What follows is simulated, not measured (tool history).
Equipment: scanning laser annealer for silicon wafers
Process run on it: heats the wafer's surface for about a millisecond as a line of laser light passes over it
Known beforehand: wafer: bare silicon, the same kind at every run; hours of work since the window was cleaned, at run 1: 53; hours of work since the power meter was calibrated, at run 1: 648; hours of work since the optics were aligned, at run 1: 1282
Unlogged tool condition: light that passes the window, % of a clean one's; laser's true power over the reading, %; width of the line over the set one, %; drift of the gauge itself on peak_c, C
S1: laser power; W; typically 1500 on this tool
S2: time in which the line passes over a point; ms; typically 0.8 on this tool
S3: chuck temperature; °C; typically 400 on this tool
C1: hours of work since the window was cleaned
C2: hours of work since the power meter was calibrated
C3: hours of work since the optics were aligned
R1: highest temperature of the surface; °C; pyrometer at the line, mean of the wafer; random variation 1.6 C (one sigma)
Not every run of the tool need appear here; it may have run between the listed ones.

| run | hour | S1 | S2 | S3 | C1 | C2 | C3 | R1 |
|---|---|---|---|---|---|---|---|---|
| 1 | 0 | 1500 | 0.8 | 400 | 53 | 648 | 1282 | 1222 |
| 2 | 58.7 | 1384 | 0.8 | 400 | 95 | 690 | 1324 | 1138 |
| 3 | 124.8 | 1384 | 0.8 | 400 | 142 | 737 | 1371 | 1134 |
| 4 | 174.3 | 1384 | 0.8 | 400 | 177 | 772 | 1407 | 1132 |
| 5 | 212.8 | 1384 | 0.8 | 371 | 205 | 800 | 1434 | 1100 |
| 6 | 256.2 | 1384 | 0.8 | 371 | 235 | 831 | 1465 | 1100 |
| 7 | 292.5 | 1384 | 0.8 | 371 | 261 | 857 | 1491 | 1098 |
| 8 | 320.7 | 1500 | 0.8 | 407 | 281 | 877 | 1511 | 1214 |
|  | 352.1 | window over the wafer cleaned |
| 9 | 354 | 1500 | 0.8 | 407 | 1 | 899 | 1533 | 1236 |
| 10 | 417.7 | 1500 | 0.8 | 409 | 47 | 945 | 1579 | 1233 |
| 11 | 478.8 | 1613 | 0.565 | 428 | 90 | 988 | 1622 | 1190 |
| 12 | 534.4 | 1613 | 0.565 | 428 | 130 | 1028 | 1662 | 1193 |
| 13 | 594.3 | 1500 | 0.736 | 375 | 173 | 1071 | 1705 | 1155 |
| 14 | 630.9 | 1500 | 0.736 | 375 | 199 | 1097 | 1731 | 1155 |
| 15 | 669.3 | 1500 | 0.743 | 427 | 226 | 1124 | 1758 | 1210 |
| 16 | 698.2 | 1500 | 0.743 | 361 | 247 | 1145 | 1779 | 1142 |
| 17 | 745.4 | 1500 | 0.743 | 361 | 281 | 1178 | 1812 | 1137 |
|  | 776.7 | window over the wafer cleaned |
|  | 786.8 | optics aligned, line set to its width |
| 18 | 788.7 | 1317 | 0.759 | 379 | 5 | 1204 | 1 | 1074 |

For each entry between runs, how does the tool's hidden state at the last listed run before it compare with that at the first listed run after it?
Runs 8 to 9: window over the wafer cleaned (hour 352.1)
  light that passes the window, % of a clean one's: 97.73 -> 99.96; laser's true power over the reading, %: 0.63 -> 0.64; width of the line over the set one, %: 2.34 -> 2.38
  measured result minus the result with no hidden state, R1: -34 -> -10 °C
Runs 17 to 18: window over the wafer cleaned (hour 776.7); optics aligned, line set to its width (hour 786.8)
  light that passes the window, % of a clean one's: 97.93 -> 99.82; laser's true power over the reading, %: 0.75 -> 0.76; width of the line over the set one, %: 2.79 -> 0.09
  measured result minus the result with no hidden state, R1: -32 -> +4 °C
